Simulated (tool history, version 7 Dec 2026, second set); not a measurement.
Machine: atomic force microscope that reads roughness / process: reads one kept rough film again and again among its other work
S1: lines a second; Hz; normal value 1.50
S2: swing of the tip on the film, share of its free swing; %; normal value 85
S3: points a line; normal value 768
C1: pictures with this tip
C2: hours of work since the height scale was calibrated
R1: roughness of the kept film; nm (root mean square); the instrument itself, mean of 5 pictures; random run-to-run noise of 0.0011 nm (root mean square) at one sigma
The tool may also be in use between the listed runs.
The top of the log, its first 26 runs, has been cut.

run	hour	S1	S2	S3	C1	C2	R1
27	421.9	3.43	75	298	61	43	0.806
# hour 424.7: new tip fitted
28	435.1	3.43	75	690	22	51	0.820
29	447.1	0.69	57	690	47	59	0.963
# hour 456.6: new tip fitted
30	468.9	0.99	68	739	26	72	0.944
# hour 472.0: height scale calibrated on a step standard, once more
31	483.8	2.22	66	663	55	8	0.896
# hour 490.0: new tip fitted
32	503.3	2.22	66	663	28	20	0.904
# hour 522.4: new tip fitted
33	524.5	1.50	56	549	4	33	0.955
34	536.4	1.50	56	549	29	41	0.949
35	549.2	1.50	56	549	56	50	0.940
# hour 554.5: new tip fitted
36	568.9	1.50	56	549	30	62	0.947
37	581.6	1.45	68	768	56	70	0.913

Predict each of these 5 candidate next runs independently; none follows another, all start after run 37:
# hour 586.7: new tip fitted
A	600.4	1.50	56	768	28	82	?
# hour 586.7: new tip fitted
B	600.4	1.50	85	271	28	82	?
# hour 586.7: new tip fitted
C	600.4	1.45	89	768	28	82	?
# hour 586.7: new tip fitted
D	600.4	1.66	62	431	28	82	?
# hour 586.7: new tip fitted
E	600.4	0.98	68	768	28	82	?

run	R1
A	0.949
B	0.846
C	0.832
D	0.931
E	0.936
With the hidden condition removed and each run's random variation left untouched, the same runs would have given:
run	R1
A	0.957
B	0.853
C	0.839
D	0.939
E	0.944

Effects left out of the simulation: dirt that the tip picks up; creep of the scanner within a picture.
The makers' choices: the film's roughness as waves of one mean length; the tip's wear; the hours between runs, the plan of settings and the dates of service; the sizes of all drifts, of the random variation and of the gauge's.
